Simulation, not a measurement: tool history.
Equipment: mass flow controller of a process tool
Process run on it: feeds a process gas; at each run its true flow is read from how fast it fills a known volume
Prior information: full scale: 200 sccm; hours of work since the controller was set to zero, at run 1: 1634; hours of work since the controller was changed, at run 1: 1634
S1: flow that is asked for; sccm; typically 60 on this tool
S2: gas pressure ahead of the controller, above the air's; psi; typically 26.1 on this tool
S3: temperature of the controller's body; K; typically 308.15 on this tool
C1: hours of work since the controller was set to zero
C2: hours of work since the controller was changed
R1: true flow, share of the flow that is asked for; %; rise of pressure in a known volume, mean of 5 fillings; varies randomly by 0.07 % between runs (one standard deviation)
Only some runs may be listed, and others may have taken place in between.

{"run": 1, "hour": 0.0, "S1": 60, "S2": 26.1, "S3": 308.15, "C1": 1634, "C2": 1634, "R1": 98.16}
{"run": 2, "hour": 176.7, "S1": 60, "S2": 26.1, "S3": 308.15, "C1": 1727, "C2": 1727, "R1": 98.12}
{"run": 3, "hour": 327.2, "S1": 60, "S2": 26.1, "S3": 308.15, "C1": 1805, "C2": 1805, "R1": 98.17}
{"run": 4, "hour": 657.5, "S1": 46, "S2": 26.1, "S3": 308.15, "C1": 1978, "C2": 1978, "R1": 98.28}
{"run": 5, "hour": 994.6, "S1": 60, "S2": 26.1, "S3": 308.15, "C1": 2155, "C2": 2155, "R1": 98.38}
{"run": 6, "hour": 1244.8, "S1": 60, "S2": 26.1, "S3": 308.15, "C1": 2286, "C2": 2286, "R1": 98.47}
{"run": 7, "hour": 1597.8, "S1": 60, "S2": 26.1, "S3": 308.15, "C1": 2470, "C2": 2470, "R1": 98.52}
{"run": 8, "hour": 1891.4, "S1": 60, "S2": 26.1, "S3": 308.15, "C1": 2624, "C2": 2624, "R1": 98.67}
{"run": 9, "hour": 2225.2, "S1": 60, "S2": 26.1, "S3": 308.15, "C1": 2799, "C2": 2799, "R1": 98.64}
{"run": 10, "hour": 2395.3, "S1": 60, "S2": 26.1, "S3": 308.15, "C1": 2888, "C2": 2888, "R1": 98.72}
{"run": 11, "hour": 2728.4, "S1": 60, "S2": 26.1, "S3": 308.15, "C1": 3062, "C2": 3062, "R1": 98.77}
{"run": 12, "hour": 2932.0, "S1": 60, "S2": 26.1, "S3": 308.15, "C1": 3168, "C2": 3168, "R1": 98.7}
{"run": 13, "hour": 3143.1, "S1": 60, "S2": 26.1, "S3": 297.15, "C1": 3279, "C2": 3279, "R1": 100.13}
{"run": 14, "hour": 3450.7, "S1": 60, "S2": 26.1, "S3": 308.15, "C1": 3440, "C2": 3440, "R1": 98.85}
{"run": 15, "hour": 3643.3, "S1": 60, "S2": 21.2, "S3": 308.15, "C1": 3541, "C2": 3541, "R1": 98.88}
{"run": 16, "hour": 3806.1, "S1": 60, "S2": 21.2, "S3": 308.15, "C1": 3626, "C2": 3626, "R1": 98.8}
{"run": 17, "hour": 4065.1, "S1": 60, "S2": 21.2, "S3": 308.15, "C1": 3761, "C2": 3761, "R1": 98.92}
{"run": 18, "hour": 4267.5, "S1": 60, "S2": 21.2, "S3": 308.15, "C1": 3867, "C2": 3867, "R1": 99.05}
{"run": 19, "hour": 4425.4, "S1": 60, "S2": 26.1, "S3": 302.15, "C1": 3950, "C2": 3950, "R1": 99.89}
{"run": 20, "hour": 4584.8, "S1": 30, "S2": 26.1, "S3": 302.15, "C1": 4033, "C2": 4033, "R1": 99.69}
{"run": 21, "hour": 4839.6, "S1": 60, "S2": 26.1, "S3": 305.15, "C1": 4167, "C2": 4167, "R1": 99.71}
{"run": 22, "hour": 5019.2, "S1": 58, "S2": 26.1, "S3": 305.15, "C1": 4261, "C2": 4261, "R1": 99.52}
{"run": 23, "hour": 5261.8, "S1": 58, "S2": 26.1, "S3": 305.15, "C1": 4388, "C2": 4388, "R1": 99.75}
{"run": 24, "hour": 5562.7, "S1": 58, "S2": 26.1, "S3": 305.15, "C1": 4545, "C2": 4545, "R1": 99.84}
{"run": 25, "hour": 5794.8, "S1": 58, "S2": 26.1, "S3": 305.15, "C1": 4667, "C2": 4667, "R1": 99.79}
{"run": 26, "hour": 6078.6, "S1": 36, "S2": 25.4, "S3": 296.15, "C1": 4815, "C2": 4815, "R1": 100.59}
{"run": 27, "hour": 6430.5, "S1": 116, "S2": 34.2, "S3": 296.15, "C1": 4999, "C2": 4999, "R1": 101.54}
{"hour": 6605.8, "done": "gauge calibrated"}
{"run": 28, "hour": 6609.1, "S1": 60, "S2": 39.5, "S3": 294.15, "C1": 5093, "C2": 5093, "R1": 100.29}
{"hour": 6662.2, "done": "controller exchanged for a calibrated one"}
{"run": 29, "hour": 6930.6, "S1": 66, "S2": 28.0, "S3": 294.15, "C1": 140, "C2": 140, "R1": 99.75}
{"run": 30, "hour": 7278.3, "S1": 66, "S2": 28.0, "S3": 294.15, "C1": 322, "C2": 322, "R1": 99.81}
{"run": 31, "hour": 7469.8, "S1": 55, "S2": 34.1, "S3": 302.15, "C1": 423, "C2": 423, "R1": 99.24}
{"run": 32, "hour": 7655.4, "S1": 112, "S2": 34.1, "S3": 304.15, "C1": 520, "C2": 520, "R1": 99.4}
{"run": 33, "hour": 7887.4, "S1": 112, "S2": 34.1, "S3": 304.15, "C1": 641, "C2": 641, "R1": 99.45}
{"run": 34, "hour": 8084.6, "S1": 112, "S2": 34.1, "S3": 304.15, "C1": 744, "C2": 744, "R1": 99.51}
{"run": 35, "hour": 8343.9, "S1": 112, "S2": 34.1, "S3": 304.15, "C1": 880, "C2": 880, "R1": 99.65}
{"run": 36, "hour": 8622.4, "S1": 112, "S2": 34.1, "S3": 304.15, "C1": 1026, "C2": 1026, "R1": 99.69}
{"run": 37, "hour": 8874.0, "S1": 112, "S2": 34.1, "S3": 304.15, "C1": 1157, "C2": 1157, "R1": 99.76}
{"run": 38, "hour": 9204.6, "S1": 112, "S2": 34.1, "S3": 304.15, "C1": 1330, "C2": 1330, "R1": 99.73}
{"run": 39, "hour": 9362.4, "S1": 35, "S2": 37.6, "S3": 304.15, "C1": 1413, "C2": 1413, "R1": 99.5}
{"run": 40, "hour": 9720.0, "S1": 35, "S2": 37.6, "S3": 304.15, "C1": 1600, "C2": 1600, "R1": 99.77}
{"run": 41, "hour": 9918.0, "S1": 199, "S2": 26.1, "S3": 308.15, "C1": 1704, "C2": 1704, "R1": 99.49}
{"run": 42, "hour": 10148.1, "S1": 199, "S2": 26.1, "S3": 308.15, "C1": 1824, "C2": 1824, "R1": 99.79}
{"run": 43, "hour": 10511.1, "S1": 96, "S2": 20.5, "S3": 299.15, "C1": 2014, "C2": 2014, "R1": 99.93}
{"run": 44, "hour": 10658.6, "S1": 51, "S2": 27.8, "S3": 308.15, "C1": 2091, "C2": 2091, "R1": 99.2}
{"run": 45, "hour": 10842.5, "S1": 60, "S2": 20.9, "S3": 308.15, "C1": 2188, "C2": 2188, "R1": 98.87}
{"run": 46, "hour": 11071.7, "S1": 43, "S2": 26.1, "S3": 293.15, "C1": 2308, "C2": 2308, "R1": 100.6}
{"run": 47, "hour": 11253.4, "S1": 35, "S2": 40.5, "S3": 301.15, "C1": 2403, "C2": 2403, "R1": 100.64}
{"run": 48, "hour": 11571.4, "S1": 22, "S2": 33.6, "S3": 293.15, "C1": 2569, "C2": 2569, "R1": 101.0}
{"run": 49, "hour": 11834.8, "S1": 79, "S2": 25.5, "S3": 297.15, "C1": 2707, "C2": 2707, "R1": 100.46}

What if the next run were any one of these 3? Each begins from the tool's condition after run 49:
{"run": "A", "hour": 12056.6, "S1": 67, "S2": 25.5, "S3": 297.15, "C1": 2823, "C2": 2823, "R1": "?"}
{"run": "B", "hour": 12056.6, "S1": 60, "S2": 26.1, "S3": 294.15, "C1": 2823, "C2": 2823, "R1": "?"}
{"run": "C", "hour": 12056.6, "S1": 43, "S2": 34.7, "S3": 297.15, "C1": 2823, "C2": 2823, "R1": "?"}

run=A R1=100.54
run=B R1=100.83
run=C R1=100.98
With the hidden condition removed and each run's random variation left untouched, the same runs would have given:
run=A R1=99.25
run=B R1=99.54
run=C R1=99.69
